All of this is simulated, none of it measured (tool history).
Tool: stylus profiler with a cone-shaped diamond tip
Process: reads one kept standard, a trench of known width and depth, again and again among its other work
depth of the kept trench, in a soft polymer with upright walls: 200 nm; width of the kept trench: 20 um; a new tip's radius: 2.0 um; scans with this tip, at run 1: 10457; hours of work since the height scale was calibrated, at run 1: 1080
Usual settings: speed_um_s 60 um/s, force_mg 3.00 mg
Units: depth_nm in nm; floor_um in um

| run | day | speed_um_s | force_mg | scans with this tip | hours of work since the height scale was calibrated | depth_nm | floor_um |
|---|---|---|---|---|---|---|---|
| 1 | 0.000 | 60 | 3.00 | 10457 | 1080 | 203.38 | 18.15 |
| 2 | 2.046 | 60 | 3.00 | 10722 | 1107 | 203.24 | 18.12 |
| 3 | 4.058 | 60 | 3.00 | 10984 | 1134 | 203.41 | 18.09 |
| 4 | 5.583 | 60 | 3.00 | 11182 | 1155 | 203.31 | 18.16 |
| 5 | 6.738 | 60 | 3.00 | 11332 | 1170 | 203.38 | 18.11 |
| 6 | 8.112 | 60 | 3.00 | 11511 | 1189 | 203.37 | 18.15 |
| 7 | 9.600 | 60 | 3.00 | 11704 | 1209 | 203.28 | 18.09 |
| 8 | 11.312 | 60 | 3.00 | 11927 | 1232 | 203.41 | 18.10 |
| 9 | 12.867 | 60 | 3.00 | 12128 | 1252 | 203.36 | 18.08 |
| 10 | 13.842 | 60 | 3.00 | 12255 | 1266 | 203.36 | 18.15 |
| 11 | 15.362 | 32 | 3.00 | 12452 | 1286 | 203.24 | 18.20 |
| 12 | 16.875 | 60 | 3.00 | 12649 | 1306 | 203.39 | 18.12 |
| 13 | 17.788 | 60 | 1.02 | 12768 | 1318 | 201.60 | 18.06 |
| 14 | 19.438 | 60 | 1.05 | 12982 | 1341 | 201.64 | 18.03 |
| 15 | 21.479 | 60 | 1.52 | 13247 | 1368 | 202.07 | 18.03 |
| 16 | 23.150 | 60 | 3.00 | 13464 | 1390 | 203.35 | 18.10 |
| 17 | 24.550 | 60 | 3.00 | 13646 | 1409 | 203.21 | 18.05 |
| 18 | 25.521 | 60 | 3.00 | 13773 | 1422 | 203.36 | 18.12 |
| 19 | 26.979 | 60 | 3.00 | 13962 | 1442 | 203.33 | 18.10 |
| 20 | 28.725 | 60 | 3.00 | 14189 | 1465 | 203.23 | 18.12 |
| 21 | 30.442 | 60 | 3.00 | 14412 | 1488 | 203.33 | 18.09 |
| 22 | 31.362 | 60 | 3.00 | 14531 | 1501 | 203.45 | 18.14 |
| 23 | 33.121 | 60 | 3.00 | 14759 | 1524 | 203.38 | 18.11 |
| 24 | 34.429 | 60 | 8.71 | 14930 | 1542 | 206.85 | 18.17 |
| 25 | 35.433 | 60 | 8.71 | 15060 | 1555 | 206.83 | 18.19 |
| 26 | 36.358 | 16 | 6.41 | 15180 | 1568 | 205.55 | 18.19 |
| 27 | 37.621 | 16 | 6.41 | 15344 | 1584 | 205.56 | 18.26 |
| 28 | 39.221 | 39 | 1.94 | 15552 | 1606 | 202.50 | 18.14 |
| 29 | 41.396 | 16 | 1.80 | 15835 | 1635 | 202.44 | 18.17 |
| 30 | 43.175 | 180 | 5.60 | 16066 | 1659 | 205.14 | 17.99 |
| 31 | 45.229 | 180 | 5.60 | 16333 | 1687 | 204.97 | 17.95 |
| 32 | 46.783 | 38 | 5.41 | 16535 | 1707 | 204.96 | 18.18 |
| 33 | 48.929 | 52 | 1.87 | 16813 | 1736 | 202.34 | 18.08 |
| 34 | 50.425 | 87 | 1.06 | 17008 | 1756 | 201.75 | 17.89 |
| 35 | 52.154 | 158 | 1.43 | 17232 | 1779 | 201.95 | 17.69 |
| 36 | 54.283 | 60 | 4.82 | 17509 | 1808 | 204.61 | 18.17 |
| 37 | 55.367 | 60 | 4.82 | 17650 | 1823 | 204.65 | 18.09 |
| 38 | 56.892 | 93 | 1.22 | 17848 | 1843 | 201.85 | 17.93 |
| 39 | 58.692 | 93 | 1.22 | 18082 | 1867 | 201.78 | 17.90 |
| 40 | 60.329 | 20 | 2.91 | 18294 | 1889 | 203.25 | 18.19 |
|  | 61.833 | height scale calibrated on a step standard |
| 41 | 62.183 | 17 | 6.33 | 18533 | 5 | 205.60 | 18.15 |
| 42 | 63.533 | 17 | 6.33 | 18708 | 23 | 205.46 | 18.25 |
| 43 | 64.946 | 19 | 3.65 | 18892 | 42 | 203.86 | 18.20 |
| 44 | 66.538 | 19 | 1.59 | 19098 | 63 | 202.25 | 18.21 |
| 45 | 68.254 | 175 | 2.74 | 19321 | 86 | 203.21 | 17.81 |
| 46 | 70.188 | 175 | 2.74 | 19572 | 112 | 203.18 | 17.85 |

Forecast each of these 3 alternatives for the next run:
| A | 72.071 | 18 | 3.00 | 19817 | 137 | ? | ? |
| B | 72.071 | 175 | 1.20 | 19817 | 137 | ? | ? |
| C | 72.071 | 55 | 6.81 | 19817 | 137 | ? | ? |

| run | depth_nm | floor_um |
|---|---|---|
| A | 203.38 | 18.25 |
| B | 201.83 | 17.63 |
| C | 205.84 | 18.15 |
Without the tool's hidden state the same runs would have given:
| run | depth_nm | floor_um |
|---|---|---|
| A | 203.38 | 18.26 |
| B | 201.83 | 17.64 |
| C | 205.84 | 18.16 |

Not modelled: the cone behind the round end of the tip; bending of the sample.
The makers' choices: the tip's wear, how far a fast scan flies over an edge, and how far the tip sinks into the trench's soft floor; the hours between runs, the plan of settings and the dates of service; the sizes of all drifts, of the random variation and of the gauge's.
